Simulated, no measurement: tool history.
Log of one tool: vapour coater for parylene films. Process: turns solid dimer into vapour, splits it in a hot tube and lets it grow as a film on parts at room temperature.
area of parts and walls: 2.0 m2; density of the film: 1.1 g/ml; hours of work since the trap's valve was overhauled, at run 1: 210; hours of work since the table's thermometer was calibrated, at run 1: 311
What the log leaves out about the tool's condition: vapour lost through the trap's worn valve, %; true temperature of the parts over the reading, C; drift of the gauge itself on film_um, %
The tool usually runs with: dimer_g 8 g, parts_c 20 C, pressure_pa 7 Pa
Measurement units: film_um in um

run   hour  dimer_g  parts_c  pressure_pa  hours of work since the trap's valve was overhauled  hours of work since the table's thermometer was calibrated  film_um
  1      0        8       20            7                                                  210                                                         311     2.21
  2     50        8       24            7                                                  237                                                         338     1.91
  3   87.8        8       24            7                                                  258                                                         358      1.9
  4  136.4        8       24            7                                                  284                                                         385     1.91
  5  175.2        6       20            7                                                  305                                                         406     1.68
     182.3  -- trap's valve overhauled
  6  245.4        8       20            7                                                   34                                                         442      2.1
  7    283        8       20          4.9                                                   55                                                         462     2.21
  8  333.7        8       28          4.9                                                   82                                                         490     1.58
     353.7  -- trap's valve overhauled, once more
  9  397.2       11       20         2.93                                                   24                                                         522     3.45
 10  453.9       11       20         2.93                                                   54                                                         553     3.42
 11  519.5        8       30        10.93                                                   90                                                         588     1.59
 12  560.5        8       30        10.93                                                  112                                                         611     1.51
 13  589.9        3       30         9.97                                                  128                                                         626     0.55
 14  619.7       11       25         9.97                                                  144                                                         643     2.57

4 ways to go on from here, each from the tool as it stands after run 14. What would each give?
  A  682.1       10       31         2.85                                                  178                                                         677        ?
  B  682.1        3       20            7                                                  178                                                         677        ?
  C  682.1        7       29         2.21                                                  178                                                         677        ?
  D  682.1        8       16            7                                                  178                                                         677        ?

run  film_um
  A     2.01
  B     0.88
  C     1.54
  D     2.74
Had the tool no hidden state, the same runs would have come out as:
run  film_um
  A     1.99
  B     0.87
  C     1.52
  D     2.71
